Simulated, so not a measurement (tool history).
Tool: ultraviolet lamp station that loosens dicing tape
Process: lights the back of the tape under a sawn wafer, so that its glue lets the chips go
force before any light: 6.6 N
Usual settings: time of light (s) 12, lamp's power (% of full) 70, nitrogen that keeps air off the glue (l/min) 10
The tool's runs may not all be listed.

run,day,time of light (s),lamp's power (% of full),nitrogen that keeps air off the glue (l/min),force that peels the tape off (N),light that reached the tape (mJ/cm2)
1,0.000,12,70,10,0.973,129
2,0.512,12,70,10,0.982,130
3,1.338,12,70,10,0.988,127
4,2.038,6,70,10,2.433,62
5,3.000,6,70,10,2.563,61
6,3.729,6,70,10,2.577,61
7,4.200,6,70,10,2.691,61
8,4.767,12,70,10,1.083,119
9,5.588,12,70,10,1.106,117
10,6.312,12,70,10,1.147,113
11,7.054,12,70,10,1.173,113
12,7.525,12,70,10,1.170,113
13,8.308,12,70,10,1.296,114
14,8.912,12,70,10,1.258,108
15,9.592,8,61,8,2.593,64
# day 9.783: lamp changed
16,10.529,8,61,8,1.389,114
17,11.404,18,75,8,0.273,310
18,12.012,18,83,6,0.272,336
19,12.554,9,74,6,1.019,145
20,13.046,9,74,6,1.032,151
21,13.738,9,74,6,1.037,145
22,14.396,9,74,6,1.076,143
23,14.888,9,74,6,1.090,141
24,15.629,15,74,6,0.466,238
25,16.608,12,69,10,0.564,174
26,17.162,12,65,13,0.535,168
27,18.004,12,73,10,0.527,180

3 ways to go on from here, each from the tool as it stands after run 27. What would each give?
A,18.638,22,96,7,?,?
B,18.638,7,70,10,?,?
C,18.638,6,73,10,?,?

run,force that peels the tape off (N),light that reached the tape (mJ/cm2)
A,0.222,439
B,1.372,99
C,1.697,94
Without the tool's hidden state the same runs would have given:
run,force that peels the tape off (N),light that reached the tape (mJ/cm2)
A,0.215,525
B,1.042,119
C,1.315,112
